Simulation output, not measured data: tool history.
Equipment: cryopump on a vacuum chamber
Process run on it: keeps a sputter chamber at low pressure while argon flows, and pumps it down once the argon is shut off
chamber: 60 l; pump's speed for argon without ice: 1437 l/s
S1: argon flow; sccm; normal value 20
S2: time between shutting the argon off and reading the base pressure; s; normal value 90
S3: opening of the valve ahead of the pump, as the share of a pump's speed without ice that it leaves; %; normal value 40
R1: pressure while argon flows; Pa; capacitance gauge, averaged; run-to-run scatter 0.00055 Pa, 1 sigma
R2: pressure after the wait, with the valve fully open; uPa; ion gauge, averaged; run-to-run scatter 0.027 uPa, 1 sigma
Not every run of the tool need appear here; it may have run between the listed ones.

run,hour,S1,S2,S3,R1,R2
1,0,20,90,40,0.0594,2.07
2,8.1,20,90,40,0.0595,2.08
3,23.1,20,90,40,0.059,2.15
4,37.3,20,90,40,0.059,2.17
5,45.7,20,90,40,0.059,2.22
6,53,20,90,45,0.0534,2.2
7,67.2,20,90,45,0.052,2.19
8,77.1,20,90,45,0.0538,2.19
9,89.5,20,90,46,0.0527,2.1
10,106.1,20,90,22,0.1089,2.26
11,118.5,20,90,40,0.0607,2.26
12,130.1,20,90,40,0.0607,2.29
13,139.7,32,90,40,0.0974,2.25
14,151.5,20,133,40,0.0608,1.96
15,163.1,20,133,40,0.0607,1.91
16,171,34,59,26,0.1571,2.78
17,182.3,20,75,52,0.0467,2.5
18,195.6,20,75,52,0.047,2.54
19,203.3,20,75,52,0.0475,2.56
20,220.4,20,75,52,0.0473,2.55
21,230,20,75,21,0.1144,2.54
22,241.5,20,62,21,0.1159,2.89
23,252.2,24,71,38,0.0781,2.69

What does the tool deliver on the next run?
24,260.9,21,90,51,?,?

Logged for run 24: R1 0.051 Pa, R2 2.46 uPa.
Without the tool's hidden state the same run would have given R1 0.0479 Pa, R2 1.27 uPa.

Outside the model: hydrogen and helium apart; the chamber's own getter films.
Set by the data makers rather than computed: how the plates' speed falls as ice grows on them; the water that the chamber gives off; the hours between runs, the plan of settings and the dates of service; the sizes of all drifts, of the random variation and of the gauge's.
